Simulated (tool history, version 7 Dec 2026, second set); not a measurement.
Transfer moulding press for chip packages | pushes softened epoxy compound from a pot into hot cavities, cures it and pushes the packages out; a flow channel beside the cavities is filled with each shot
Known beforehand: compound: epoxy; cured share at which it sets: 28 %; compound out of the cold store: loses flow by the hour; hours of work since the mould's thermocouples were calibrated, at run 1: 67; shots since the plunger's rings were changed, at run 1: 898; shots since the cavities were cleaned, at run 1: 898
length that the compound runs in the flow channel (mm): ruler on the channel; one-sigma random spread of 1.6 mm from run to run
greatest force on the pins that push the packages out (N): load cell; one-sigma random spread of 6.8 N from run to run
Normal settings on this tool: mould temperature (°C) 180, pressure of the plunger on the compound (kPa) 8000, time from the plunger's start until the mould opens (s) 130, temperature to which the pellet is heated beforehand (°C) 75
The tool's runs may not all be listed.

run   hour  mould temperature (°C)  pressure of the plunger on the compound (kPa)  time from the plunger's start until the mould opens (s)  temperature to which the pellet is heated beforehand (°C)  hours of work since the mould's thermocouples were calibrated  shots since the plunger's rings were changed  shots since the cavities were cleaned  incoming compound's hours out of the cold store  length that the compound runs in the flow channel (mm)  greatest force on the pins that push the packages out (N)
  1      0                     180                                           8000                                                      130                                                         75                                                             67                                           898                                    898                                             32.3                                                     685                                                        276
  2   20.8                     174                                           8000                                                      130                                                         75                                                             83                                          1116                                   1116                                             28.6                                                     700                                                        364
      29.7  -- cavities cleaned with cleaning compound and waxed
  3     51                     174                                           8000                                                      130                                                         75                                                            105                                          1417                                    224                                             21.5                                                     714                                                        368
  4   74.6                     180                                           8000                                                      130                                                         75                                                            123                                          1665                                    472                                             26.3                                                     695                                                        268
  5   93.7                     180                                           8000                                                      130                                                         75                                                            138                                          1865                                    672                                             23.5                                                     701                                                        276
  6  110.8                     180                                           7340                                                      130                                                         75                                                            152                                          2044                                    851                                             12.3                                                     697                                                        293
  7  135.1                     180                                           7340                                                      130                                                         75                                                            171                                          2299                                   1106                                             41.3                                                     636                                                        268
     144.6  -- cavities cleaned with cleaning compound and waxed
  8  163.2                     180                                           8000                                                      130                                                         75                                                            191                                          2579                                    196                                             38.5                                                     669                                                        273
     173.3  -- plunger's sealing rings changed
  9  184.1                     180                                           8000                                                      130                                                         75                                                            206                                           113                                    388                                               38                                                     671                                                        272
 10  200.5                     180                                           8000                                                      130                                                         75                                                            218                                           285                                    560                                             17.8                                                     714                                                        284
 11  212.3                     180                                           8000                                                      130                                                         75                                                            227                                           409                                    684                                             39.9                                                     665                                                        273
 12  225.5                     180                                           8000                                                      130                                                         75                                                            238                                           547                                    822                                             17.4                                                     714                                                        272
 13  251.1                     180                                           8000                                                      130                                                         75                                                            258                                           816                                   1091                                             40.3                                                     665                                                        277
     261.7  -- cavities cleaned with cleaning compound and waxed
 14  271.9                     180                                           8000                                                      130                                                         75                                                            273                                          1018                                    107                                             25.7                                                     699                                                        278
 15  283.6                     180                                           8000                                                      130                                                         75                                                            282                                          1141                                    230                                             10.9                                                     726                                                        280
 16  310.4                     180                                           7430                                                      130                                                         82                                                            303                                          1422                                    511                                             47.8                                                     627                                                        286
 17  327.8                     180                                           6380                                                      130                                                         72                                                            316                                          1605                                    694                                             11.4                                                     651                                                        272
 18  354.4                     182                                           7990                                                      126                                                         73                                                            337                                          1883                                    972                                             26.7                                                     691                                                        273
 19  367.8                     187                                           8000                                                      130                                                         77                                                            347                                          2024                                   1113                                             29.1                                                     681                                                        247
     375.4  -- cavities cleaned with cleaning compound and waxed
 20  395.2                     187                                           6630                                                      130                                                         78                                                            367                                          2295                                    207                                             42.5                                                     593                                                        246
 21  412.1                     187                                           6630                                                      118                                                         84                                                            381                                          2473                                    385                                             25.2                                                     627                                                        264
     432.6  -- plunger's sealing rings changed
 22  439.7                     184                                           9490                                                      111                                                         83                                                            400                                            74                                    648                                             14.8                                                     781                                                        302
 23  457.3                     187                                           8000                                                      160                                                         75                                                            414                                           258                                    832                                             22.9                                                     693                                                        244
 24  480.6                     181                                           8000                                                      160                                                         81                                                            432                                           503                                   1077                                             25.9                                                     693                                                        245
     493.5  -- cavities cleaned with cleaning compound and waxed
 25  504.1                     185                                           7920                                                      118                                                         68                                                            449                                           734                                    111                                               13                                                     715                                                        265
 26  532.8                     185                                           7920                                                      118                                                         68                                                            471                                          1035                                    412                                             31.9                                                     675                                                        262

Below are 5 alternative next runs, each starting from the tool's condition after run 26. Predict each:
  A  560.2                     180                                           6120                                                      148                                                         72                                                            493                                          1322                                    699                                             23.1                                                       ?                                                          ?
  B  560.2                     187                                           8000                                                      130                                                         75                                                            493                                          1322                                    699                                               16                                                       ?                                                          ?
  C  560.2                     180                                           7620                                                      152                                                         82                                                            493                                          1322                                    699                                             43.1                                                       ?                                                          ?
  D  560.2                     172                                           7920                                                      146                                                         69                                                            493                                          1322                                    699                                             31.5                                                       ?                                                          ?
  E  560.2                     185                                           7360                                                      118                                                         68                                                            493                                          1322                                    699                                             25.1                                                       ?                                                          ?

run  length that the compound runs in the flow channel (mm)  greatest force on the pins that push the packages out (N)
  A                                                     613                                                        251
  B                                                     707                                                        248
  C                                                     643                                                        260
  D                                                     691                                                        326
  E                                                     663                                                        270
Stripped of hidden state, with their random variation kept, the same runs would have yielded:
run  length that the compound runs in the flow channel (mm)  greatest force on the pins that push the packages out (N)
  A                                                     613                                                        248
  B                                                     707                                                        246
  C                                                     643                                                        257
  D                                                     691                                                        323
  E                                                     663                                                        267
